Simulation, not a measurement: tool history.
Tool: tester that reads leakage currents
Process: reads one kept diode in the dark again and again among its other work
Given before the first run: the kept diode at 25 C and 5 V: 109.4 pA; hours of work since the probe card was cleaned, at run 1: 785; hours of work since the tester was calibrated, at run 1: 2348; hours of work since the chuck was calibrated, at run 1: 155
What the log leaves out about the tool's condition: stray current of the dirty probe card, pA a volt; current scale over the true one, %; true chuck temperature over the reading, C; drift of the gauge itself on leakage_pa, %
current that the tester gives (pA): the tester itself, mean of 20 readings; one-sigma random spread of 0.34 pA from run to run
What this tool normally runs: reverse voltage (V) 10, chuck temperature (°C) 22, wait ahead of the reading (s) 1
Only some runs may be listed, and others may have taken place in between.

| run | hour | reverse voltage (V) | chuck temperature (°C) | wait ahead of the reading (s) | hours of work since the probe card was cleaned | hours of work since the tester was calibrated | hours of work since the chuck was calibrated | current that the tester gives (pA) |
|---|---|---|---|---|---|---|---|---|
| 1 | 0 | 10 | 22 | 1 | 785 | 2348 | 155 | 118.58 |
| 2 | 52.2 | 10 | 22 | 1 | 824 | 2387 | 194 | 119.7 |
| 3 | 95 | 10 | 22 | 1 | 856 | 2419 | 226 | 120.37 |
| 4 | 180.8 | 10 | 22 | 1 | 920 | 2483 | 290 | 122.62 |
| 5 | 246.1 | 10 | 22 | 1 | 969 | 2532 | 339 | 123.07 |
| 6 | 297.1 | 10 | 22 | 1 | 1008 | 2570 | 378 | 123.42 |
| 7 | 395.3 | 10 | 22 | 0.88 | 1081 | 2644 | 451 | 125.4 |
| 8 | 483.5 | 10 | 22 | 1.16 | 1147 | 2710 | 517 | 126.45 |
| 9 | 539.4 | 10 | 22 | 1.16 | 1189 | 2752 | 559 | 126.8 |
| 10 | 620.1 | 10 | 22 | 1.16 | 1249 | 2812 | 620 | 127.85 |
| 11 | 695 | 10 | 29 | 1 | 1306 | 2869 | 676 | 226.82 |
| 12 | 761.4 | 10 | 29 | 1 | 1355 | 2918 | 725 | 228.26 |
| 13 | 803.4 | 10 | 29 | 1 | 1387 | 2950 | 757 | 230.64 |
| 14 | 856.2 | 10 | 22 | 0.82 | 1426 | 2989 | 796 | 134.04 |
|  | 913.4 | chuck's temperature calibrated |
| 15 | 943.1 | 2.2 | 22 | 1 | 1490 | 3053 | 22 | 64.57 |
| 16 | 1026.7 | 2.2 | 22 | 1 | 1553 | 3116 | 85 | 65 |
| 17 | 1073.8 | 1.3 | 22 | 9.21 | 1588 | 3151 | 120 | 52.03 |
| 18 | 1170.6 | 15.8 | 33 | 0.48 | 1660 | 3223 | 193 | 362.02 |
| 19 | 1219.5 | 11.8 | 26 | 0.48 | 1697 | 3260 | 229 | 188.2 |
| 20 | 1321.3 | 11.8 | 26 | 0.48 | 1773 | 3336 | 306 | 190.93 |
| 21 | 1370.4 | 10 | 57 | 1.84 | 1810 | 3373 | 342 | 1748.47 |
| 22 | 1413 | 10 | 57 | 1.84 | 1842 | 3405 | 374 | 1763.8 |
| 23 | 1506.7 | 11 | 31 | 7.69 | 1912 | 3475 | 444 | 270.67 |
| 24 | 1548.6 | 11 | 31 | 7.69 | 1944 | 3507 | 476 | 272.49 |
| 25 | 1647.8 | 1.5 | 31 | 7.69 | 2018 | 3581 | 550 | 124.71 |
| 26 | 1705.3 | 2.1 | 31 | 7.69 | 2061 | 3624 | 593 | 142.93 |
| 27 | 1803.9 | 10 | 21 | 0.69 | 2135 | 3698 | 667 | 126.25 |
| 28 | 1870.3 | 6.7 | 22 | 1 | 2185 | 3748 | 717 | 114.33 |
| 29 | 1956.5 | 5.6 | 27 | 1 | 2249 | 3812 | 781 | 159.6 |

Here are 4 independent what-if runs from the current tool condition. What would each one return?
| A | 2005.7 | 4.1 | 26 | 1 | 2286 | 3849 | 818 | ? |
| B | 2005.7 | 10 | 54 | 1 | 2286 | 3849 | 818 | ? |
| C | 2005.7 | 10.5 | 42 | 6.46 | 2286 | 3849 | 818 | ? |
| D | 2005.7 | 5.6 | 27 | 1.47 | 2286 | 3849 | 818 | ? |

| run | current that the tester gives (pA) |
|---|---|
| A | 129.87 |
| B | 1518.11 |
| C | 658.2 |
| D | 160.13 |
What these runs would have given with no unlogged condition in the tool:
| run | current that the tester gives (pA) |
|---|---|
| A | 110.99 |
| B | 1356.61 |
| C | 577.75 |
| D | 136.47 |

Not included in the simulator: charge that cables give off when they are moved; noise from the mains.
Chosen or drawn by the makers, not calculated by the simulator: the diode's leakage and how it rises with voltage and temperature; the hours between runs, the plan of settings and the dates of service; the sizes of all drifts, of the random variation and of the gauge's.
